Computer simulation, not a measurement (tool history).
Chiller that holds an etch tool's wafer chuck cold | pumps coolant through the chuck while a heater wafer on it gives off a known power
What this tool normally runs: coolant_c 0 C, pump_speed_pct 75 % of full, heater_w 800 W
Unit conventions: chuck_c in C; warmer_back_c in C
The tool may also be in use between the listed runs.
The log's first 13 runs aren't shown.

| run | hour | coolant_c | pump_speed_pct | heater_w | hours since the coolant was changed and the channels were flushed | hours since the pump was overhauled | hours since the chiller's thermometer was calibrated | chuck_c | warmer_back_c |
|---|---|---|---|---|---|---|---|---|---|
| 14 | 1183.6 | 0 | 75 | 927 | 2674 | 5473 | 106 | 9.1 | 2.44 |
| 15 | 1282.3 | 0 | 75 | 927 | 2773 | 5572 | 205 | 8.8 | 2.39 |
| 16 | 1336.1 | 0 | 75 | 800 | 2827 | 5626 | 258 | 7.6 | 1.97 |
| 17 | 1424.1 | 3 | 75 | 935 | 2915 | 5714 | 346 | 11.9 | 2.38 |
| 18 | 1518.4 | 0 | 75 | 1069 | 3009 | 5808 | 441 | 10.2 | 2.76 |
| 19 | 1575.4 | 9 | 88 | 750 | 3066 | 5865 | 498 | 15.6 | 1.40 |
| 20 | 1640.5 | 9 | 69 | 522 | 3131 | 5930 | 563 | 14.0 | 1.23 |
|  | 1723.8 | gauge calibrated |
| 21 | 1733.8 | -1 | 75 | 922 | 3224 | 6024 | 656 | 7.8 | 2.72 |
| 22 | 1826.0 | 6 | 63 | 501 | 3317 | 6116 | 748 | 11.3 | 1.77 |
| 23 | 1901.0 | 6 | 63 | 501 | 3392 | 6191 | 823 | 11.3 | 1.71 |
| 24 | 1966.2 | 6 | 63 | 501 | 3457 | 6256 | 889 | 11.3 | 1.71 |
| 25 | 2020.9 | 9 | 63 | 553 | 3512 | 6311 | 943 | 14.9 | 1.92 |
| 26 | 2089.8 | 0 | 81 | 800 | 3580 | 6380 | 1012 | 7.4 | 2.10 |
| 27 | 2162.9 | -4 | 71 | 719 | 3654 | 6453 | 1085 | 3.0 | 2.16 |
| 28 | 2267.1 | 3 | 73 | 867 | 3758 | 6557 | 1189 | 11.3 | 2.49 |
| 29 | 2391.7 | 6 | 77 | 771 | 3882 | 6682 | 1314 | 13.3 | 2.07 |
| 30 | 2501.6 | 4 | 75 | 572 | 3992 | 6791 | 1424 | 9.6 | 1.51 |
| 31 | 2570.0 | -5 | 92 | 668 | 4061 | 6860 | 1492 | 0.7 | 1.42 |

Run 32 has not been measured yet. What should we expect?
| 32 | 2657.1 | -3 | 75 | 800 | 4148 | 6947 | 1579 | ? | ? |

Run 32 gave chuck_c 4.8 C, warmer_back_c 2.12 C.
On a tool with no hidden condition, and with the same random variation, this run would have come out at chuck_c 4.8 C, warmer_back_c 2.38 C.
